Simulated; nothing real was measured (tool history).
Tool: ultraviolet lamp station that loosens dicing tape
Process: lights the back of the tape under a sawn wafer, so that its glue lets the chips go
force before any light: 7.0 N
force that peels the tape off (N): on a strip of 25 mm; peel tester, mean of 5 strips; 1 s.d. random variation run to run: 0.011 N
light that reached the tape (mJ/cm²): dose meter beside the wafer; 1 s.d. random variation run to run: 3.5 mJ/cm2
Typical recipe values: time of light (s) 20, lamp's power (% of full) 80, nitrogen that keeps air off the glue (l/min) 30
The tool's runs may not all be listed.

run,hour,time of light (s),lamp's power (% of full),nitrogen that keeps air off the glue (l/min),force that peels the tape off (N),light that reached the tape (mJ/cm²)
1,0,20,80,30,0.548,559
2,7.4,20,93,30,0.38,658
3,13.2,20,80,30,0.55,556
4,18.2,20,88,30,0.434,612
5,26.7,14,80,30,1.149,391
6,33.6,14,80,30,1.185,392
7,42.6,14,80,30,1.162,389
8,49.2,14,80,48,0.907,391
9,56.1,14,80,43,0.944,385
10,63.1,14,80,43,0.935,387
11,71,20,80,30,0.574,551
12,79.3,20,80,30,0.585,550
13,84,20,80,47,0.416,547
14,89.7,20,80,53,0.361,547
15,98.2,20,80,30,0.576,549
16,104.6,20,80,30,0.578,547
17,108.3,20,80,54,0.388,543
18,117.3,20,80,54,0.398,549
19,124.1,17,80,30,0.879,464
20,132.4,17,80,30,0.859,460
21,138.3,30,80,36,0.171,814
22,142.9,11,82,40,1.527,308
23,150.8,20,100,30,0.327,668
24,156.3,32,70,30,0.251,750
25,162,14,91,13,1.67,436
26,170.8,29,80,30,0.234,780
27,179.4,20,82,20,0.819,548

For run 28, what comes out?
28,186.5,20,82,20,?,?

{"run 28": {"force that peels the tape off (N)": 0.817, "light that reached the tape (mJ/cm²)": 548}}
Minus the tool's unlogged condition, the same run would have read force that peels the tape off (N) 0.675, light that reached the tape (mJ/cm²) 599.
